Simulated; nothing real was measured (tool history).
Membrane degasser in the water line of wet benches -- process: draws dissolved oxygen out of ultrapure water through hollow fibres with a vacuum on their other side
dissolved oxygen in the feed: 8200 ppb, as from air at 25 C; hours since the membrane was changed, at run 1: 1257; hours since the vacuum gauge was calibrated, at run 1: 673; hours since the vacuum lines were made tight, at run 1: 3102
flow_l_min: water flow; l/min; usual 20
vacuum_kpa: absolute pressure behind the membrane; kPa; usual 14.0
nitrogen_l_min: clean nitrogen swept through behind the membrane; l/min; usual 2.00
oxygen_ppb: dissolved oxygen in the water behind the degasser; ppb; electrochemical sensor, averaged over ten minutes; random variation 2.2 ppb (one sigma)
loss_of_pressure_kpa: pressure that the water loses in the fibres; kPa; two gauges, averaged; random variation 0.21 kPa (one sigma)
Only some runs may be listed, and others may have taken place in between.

| run | hour | flow_l_min | vacuum_kpa | nitrogen_l_min | hours since the membrane was changed | hours since the vacuum gauge was calibrated | hours since the vacuum lines were made tight | oxygen_ppb | loss_of_pressure_kpa |
|---|---|---|---|---|---|---|---|---|---|
| 1 | 0.0 | 20 | 14.0 | 2.00 | 1257 | 673 | 3102 | 255.4 | 51.80 |
| 2 | 37.8 | 20 | 8.7 | 2.00 | 1295 | 711 | 3140 | 133.8 | 52.09 |
| 3 | 67.7 | 20 | 8.7 | 2.00 | 1325 | 741 | 3170 | 135.5 | 52.08 |
| 4 | 111.4 | 20 | 8.7 | 2.00 | 1368 | 785 | 3214 | 135.8 | 52.09 |
| 5 | 170.9 | 20 | 14.0 | 2.00 | 1428 | 844 | 3273 | 254.0 | 51.74 |
| 6 | 220.0 | 20 | 14.0 | 2.00 | 1477 | 893 | 3322 | 254.0 | 51.69 |
| 7 | 286.2 | 20 | 14.0 | 2.00 | 1543 | 960 | 3388 | 255.0 | 52.03 |
| 8 | 328.0 | 20 | 14.0 | 2.00 | 1585 | 1001 | 3430 | 257.8 | 51.92 |
| 9 | 368.7 | 20 | 14.0 | 2.00 | 1626 | 1042 | 3471 | 258.6 | 51.79 |
| 10 | 403.5 | 20 | 14.0 | 2.00 | 1660 | 1077 | 3506 | 258.1 | 51.80 |
| 11 | 466.7 | 20 | 14.0 | 2.00 | 1723 | 1140 | 3569 | 255.0 | 52.03 |
| 12 | 528.0 | 20 | 14.0 | 2.00 | 1785 | 1201 | 3630 | 258.9 | 52.32 |
| 13 | 579.0 | 20 | 14.0 | 2.00 | 1836 | 1252 | 3681 | 257.5 | 52.19 |
| 14 | 644.8 | 20 | 14.0 | 2.00 | 1902 | 1318 | 3747 | 257.0 | 52.42 |
| 15 | 715.6 | 20 | 14.0 | 2.00 | 1972 | 1389 | 3818 | 257.9 | 52.29 |
| 16 | 772.4 | 20 | 14.0 | 2.00 | 2029 | 1446 | 3874 | 261.0 | 51.99 |
| 17 | 845.5 | 16 | 14.0 | 2.59 | 2102 | 1519 | 3948 | 163.7 | 41.46 |
| 18 | 894.8 | 20 | 14.0 | 5.23 | 2152 | 1568 | 3997 | 107.5 | 51.99 |
| 19 | 963.2 | 20 | 14.0 | 1.24 | 2220 | 1637 | 4065 | 392.3 | 51.90 |
| 20 | 1034.0 | 20 | 14.0 | 1.24 | 2291 | 1707 | 4136 | 391.5 | 52.36 |
| 21 | 1065.4 | 20 | 14.0 | 1.24 | 2322 | 1739 | 4167 | 392.9 | 52.57 |
| 22 | 1106.1 | 13 | 34.6 | 4.43 | 2363 | 1780 | 4208 | 229.5 | 34.32 |
| 23 | 1139.7 | 13 | 34.6 | 4.43 | 2396 | 1813 | 4242 | 230.0 | 34.12 |
| 24 | 1197.8 | 13 | 34.6 | 4.43 | 2455 | 1871 | 4300 | 228.5 | 33.87 |
| 25 | 1266.1 | 13 | 34.6 | 4.43 | 2523 | 1939 | 4368 | 227.9 | 34.15 |
| 26 | 1298.9 | 26 | 11.7 | 2.00 | 2556 | 1972 | 4401 | 269.2 | 67.87 |

Each row is a separate what-if for the run after 26, all from the same tool condition, not one after another. Results?
| A | 1329.9 | 20 | 16.8 | 3.27 | 2587 | 2003 | 4432 | ? | ? |
| B | 1329.9 | 24 | 14.0 | 2.22 | 2587 | 2003 | 4432 | ? | ? |
| C | 1329.9 | 20 | 12.7 | 2.00 | 2587 | 2003 | 4432 | ? | ? |
| D | 1329.9 | 15 | 11.7 | 1.08 | 2587 | 2003 | 4432 | ? | ? |
| E | 1329.9 | 19 | 21.3 | 1.06 | 2587 | 2003 | 4432 | ? | ? |

| run | oxygen_ppb | loss_of_pressure_kpa |
|---|---|---|
| A | 209.2 | 52.39 |
| B | 283.1 | 62.82 |
| C | 229.7 | 52.22 |
| D | 273.3 | 39.14 |
| E | 691.3 | 49.86 |
What these runs would have given with no unlogged condition in the tool:
| run | oxygen_ppb | loss_of_pressure_kpa |
|---|---|---|
| A | 203.9 | 51.28 |
| B | 276.4 | 61.49 |
| C | 223.6 | 51.11 |
| D | 265.5 | 38.31 |
| E | 679.9 | 48.80 |

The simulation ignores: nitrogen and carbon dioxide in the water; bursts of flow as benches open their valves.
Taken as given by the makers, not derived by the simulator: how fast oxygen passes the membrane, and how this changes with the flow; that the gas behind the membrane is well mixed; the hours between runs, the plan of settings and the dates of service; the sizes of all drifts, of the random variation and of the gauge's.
